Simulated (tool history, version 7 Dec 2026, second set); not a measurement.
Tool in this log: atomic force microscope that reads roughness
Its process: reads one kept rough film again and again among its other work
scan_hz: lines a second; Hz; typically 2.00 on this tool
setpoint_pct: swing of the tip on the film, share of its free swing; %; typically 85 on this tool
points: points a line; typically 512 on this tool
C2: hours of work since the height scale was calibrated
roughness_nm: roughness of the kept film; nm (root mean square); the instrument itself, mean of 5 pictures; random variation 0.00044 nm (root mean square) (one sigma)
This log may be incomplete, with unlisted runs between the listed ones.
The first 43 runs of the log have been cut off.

Run 44, hour 1151.3: usual settings but scan_hz 2.47 Hz, setpoint_pct 63 %, points 415; pictures with this tip 232; C2 178. Result: roughness_nm 0.8353 nm (root mean square).
Run 45, hour 1169.9: usual settings but scan_hz 2.45 Hz, points 750; pictures with this tip 280; C2 193. Result: roughness_nm 0.7680 nm (root mean square).
At hour 1187.7: new tip fitted.
Run 46, hour 1207.8: usual settings but scan_hz 1.90 Hz, setpoint_pct 56 %, points 850; pictures with this tip 52; C2 222. Result: roughness_nm 0.8581 nm (root mean square).
Run 47, hour 1233.2: usual settings but scan_hz 1.90 Hz, setpoint_pct 56 %, points 850; pictures with this tip 117; C2 242. Result: roughness_nm 0.8566 nm (root mean square).
Run 48, hour 1268.3: usual settings but points 729; pictures with this tip 209; C2 269. Result: roughness_nm 0.7865 nm (root mean square).
Run 49, hour 1288.4: usual settings but scan_hz 0.54 Hz, points 302; pictures with this tip 261; C2 284. Result: roughness_nm 0.8420 nm (root mean square).
At hour 1313.9: new tip fitted.
Run 50, hour 1324.8: usual settings but scan_hz 0.54 Hz, points 302; pictures with this tip 28; C2 312. Result: roughness_nm 0.8500 nm (root mean square).
Run 51, hour 1355.6: usual settings but scan_hz 0.63 Hz, setpoint_pct 80 %, points 977; pictures with this tip 108; C2 336. Result: roughness_nm 0.8515 nm (root mean square).

Alternative continuations, all from the tool just after run 51; predict every row:
Run A, hour 1378.9: usual settings but scan_hz 0.54 Hz; pictures with this tip 169; C2 354. Result: roughness_nm ?.
Run B, hour 1378.9: usual settings but points 320; pictures with this tip 169; C2 354. Result: roughness_nm ?.
Run C, hour 1378.9: usual settings but scan_hz 1.62 Hz, setpoint_pct 70 %, points 393; pictures with this tip 169; C2 354. Result: roughness_nm ?.
Run D, hour 1378.9: usual settings but scan_hz 0.93 Hz, setpoint_pct 69 %, points 592; pictures with this tip 169; C2 354. Result: roughness_nm ?.

run  roughness_nm
  A        0.8476
  B        0.7863
  C        0.8379
  D        0.8538
The same runs, with their run-to-run variation unchanged, on a tool lacking any hidden condition would have given:
run  roughness_nm
  A        0.8490
  B        0.7876
  C        0.8393
  D        0.8552
